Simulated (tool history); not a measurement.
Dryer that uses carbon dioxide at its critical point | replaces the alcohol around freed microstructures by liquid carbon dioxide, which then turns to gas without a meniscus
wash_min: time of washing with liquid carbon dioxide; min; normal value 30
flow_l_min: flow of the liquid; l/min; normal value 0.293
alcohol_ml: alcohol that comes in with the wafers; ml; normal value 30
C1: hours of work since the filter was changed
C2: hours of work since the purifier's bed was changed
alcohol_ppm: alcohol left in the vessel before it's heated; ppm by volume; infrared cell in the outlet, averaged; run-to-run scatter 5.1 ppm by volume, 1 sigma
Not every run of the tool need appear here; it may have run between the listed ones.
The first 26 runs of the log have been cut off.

{"run": 27, "hour": 1033.9, "wash_min": 30, "flow_l_min": 0.464, "alcohol_ml": 30, "C1": 246, "C2": 189, "alcohol_ppm": 39}
{"run": 28, "hour": 1058.8, "wash_min": 30, "flow_l_min": 0.464, "alcohol_ml": 30, "C1": 261, "C2": 205, "alcohol_ppm": 48}
{"run": 29, "hour": 1104.6, "wash_min": 39, "flow_l_min": 0.464, "alcohol_ml": 30, "C1": 290, "C2": 234, "alcohol_ppm": 47}
{"hour": 1135.7, "done": "inlet filter changed"}
{"run": 30, "hour": 1149.2, "wash_min": 38, "flow_l_min": 0.21, "alcohol_ml": 118, "C1": 9, "C2": 262, "alcohol_ppm": 378}
{"run": 31, "hour": 1186.7, "wash_min": 26, "flow_l_min": 0.293, "alcohol_ml": 22, "C1": 32, "C2": 285, "alcohol_ppm": 149}
{"run": 32, "hour": 1212.1, "wash_min": 35, "flow_l_min": 0.293, "alcohol_ml": 95, "C1": 48, "C2": 301, "alcohol_ppm": 121}
{"run": 33, "hour": 1252.5, "wash_min": 35, "flow_l_min": 0.293, "alcohol_ml": 95, "C1": 74, "C2": 327, "alcohol_ppm": 127}
{"run": 34, "hour": 1287.0, "wash_min": 22, "flow_l_min": 0.293, "alcohol_ml": 30, "C1": 96, "C2": 349, "alcohol_ppm": 383}
{"run": 35, "hour": 1340.7, "wash_min": 38, "flow_l_min": 0.234, "alcohol_ml": 30, "C1": 130, "C2": 383, "alcohol_ppm": 123}
{"run": 36, "hour": 1369.8, "wash_min": 40, "flow_l_min": 0.198, "alcohol_ml": 23, "C1": 148, "C2": 401, "alcohol_ppm": 163}
{"run": 37, "hour": 1420.1, "wash_min": 23, "flow_l_min": 0.293, "alcohol_ml": 30, "C1": 180, "C2": 433, "alcohol_ppm": 378}
{"run": 38, "hour": 1468.9, "wash_min": 23, "flow_l_min": 0.293, "alcohol_ml": 57, "C1": 211, "C2": 464, "alcohol_ppm": 671}
{"run": 39, "hour": 1516.1, "wash_min": 23, "flow_l_min": 0.293, "alcohol_ml": 57, "C1": 241, "C2": 494, "alcohol_ppm": 720}
{"run": 40, "hour": 1542.1, "wash_min": 23, "flow_l_min": 0.293, "alcohol_ml": 57, "C1": 257, "C2": 510, "alcohol_ppm": 755}
{"run": 41, "hour": 1597.3, "wash_min": 44, "flow_l_min": 0.293, "alcohol_ml": 97, "C1": 292, "C2": 545, "alcohol_ppm": 118}
{"hour": 1627.7, "done": "inlet filter changed"}
{"run": 42, "hour": 1634.4, "wash_min": 44, "flow_l_min": 0.293, "alcohol_ml": 97, "C1": 4, "C2": 568, "alcohol_ppm": 103}
{"run": 43, "hour": 1666.2, "wash_min": 44, "flow_l_min": 0.293, "alcohol_ml": 97, "C1": 24, "C2": 588, "alcohol_ppm": 116}
{"run": 44, "hour": 1708.1, "wash_min": 30, "flow_l_min": 0.373, "alcohol_ml": 26, "C1": 51, "C2": 615, "alcohol_ppm": 110}
{"run": 45, "hour": 1763.9, "wash_min": 27, "flow_l_min": 0.342, "alcohol_ml": 66, "C1": 86, "C2": 650, "alcohol_ppm": 208}
{"run": 46, "hour": 1802.8, "wash_min": 38, "flow_l_min": 0.255, "alcohol_ml": 91, "C1": 111, "C2": 675, "alcohol_ppm": 222}

Forecast each of these 4 alternatives for the next run:
{"run": "A", "hour": 1855.2, "wash_min": 43, "flow_l_min": 0.269, "alcohol_ml": 91, "C1": 144, "C2": 708, "alcohol_ppm": "?"}
{"run": "B", "hour": 1855.2, "wash_min": 18, "flow_l_min": 0.293, "alcohol_ml": 84, "C1": 144, "C2": 708, "alcohol_ppm": "?"}
{"run": "C", "hour": 1855.2, "wash_min": 36, "flow_l_min": 0.255, "alcohol_ml": 20, "C1": 144, "C2": 708, "alcohol_ppm": "?"}
{"run": "D", "hour": 1855.2, "wash_min": 48, "flow_l_min": 0.492, "alcohol_ml": 39, "C1": 144, "C2": 708, "alcohol_ppm": "?"}

run=A alcohol_ppm=151
run=B alcohol_ppm=2350
run=C alcohol_ppm=149
run=D alcohol_ppm=115
Without the tool's unlogged condition, the same runs would have read:
run=A alcohol_ppm=26
run=B alcohol_ppm=1793
run=C alcohol_ppm=25
run=D alcohol_ppm=1
